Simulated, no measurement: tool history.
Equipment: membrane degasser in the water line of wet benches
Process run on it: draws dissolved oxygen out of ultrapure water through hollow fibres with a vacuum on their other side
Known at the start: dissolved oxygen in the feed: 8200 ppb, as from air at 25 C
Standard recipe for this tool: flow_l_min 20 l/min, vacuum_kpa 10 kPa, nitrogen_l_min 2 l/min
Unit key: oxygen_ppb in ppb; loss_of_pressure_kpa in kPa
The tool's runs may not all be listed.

run   hour  flow_l_min  vacuum_kpa  nitrogen_l_min  oxygen_ppb  loss_of_pressure_kpa
  1      0          20          10               2       168.7                 70.57
  2   70.5          20          10               2       167.7                 70.75
  3  112.6          20          10            1.12       277.9                 70.68
  4  172.8          20          10               2       166.2                 70.45
  5    220          30          10               2       256.3                105.99
  6  294.5          20          10               2       169.7                 70.38
  7  333.3          20          10               2         170                  70.7
  8    373          15          10               2       128.2                 52.97
       381  -- vacuum gauge calibrated
  9  438.9          20        18.2            1.64       426.2                 70.91
 10  507.4          20        18.2            1.64       422.2                 70.85
 11  587.2          20        18.2            1.64       425.5                 70.51
 12  630.5          13        19.2            3.49       153.6                 45.93
 13  698.4          13         6.3            2.25        46.7                 45.87
 14    764          13           8            3.87        43.6                 45.89

3 options for the next run, each taken on its own from the tool as it stands now. Forecast them:
     787.2  -- vacuum gauge calibrated, once more
  A  843.6          20        18.7            4.53           ?                     ?
     787.2  -- vacuum gauge calibrated, once more
  B  843.6          18           8            3.87           ?                     ?
     787.2  -- vacuum gauge calibrated, once more
  C  843.6          13          12            3.87           ?                     ?

run  oxygen_ppb  loss_of_pressure_kpa
  A       176.5                  70.7
  B          59                 63.27
  C        78.7                 46.31
With the hidden condition removed and each run's random variation left untouched, the same runs would have given:
run  oxygen_ppb  loss_of_pressure_kpa
  A       168.2                 69.77
  B        55.7                 62.43
  C        73.1                  45.7

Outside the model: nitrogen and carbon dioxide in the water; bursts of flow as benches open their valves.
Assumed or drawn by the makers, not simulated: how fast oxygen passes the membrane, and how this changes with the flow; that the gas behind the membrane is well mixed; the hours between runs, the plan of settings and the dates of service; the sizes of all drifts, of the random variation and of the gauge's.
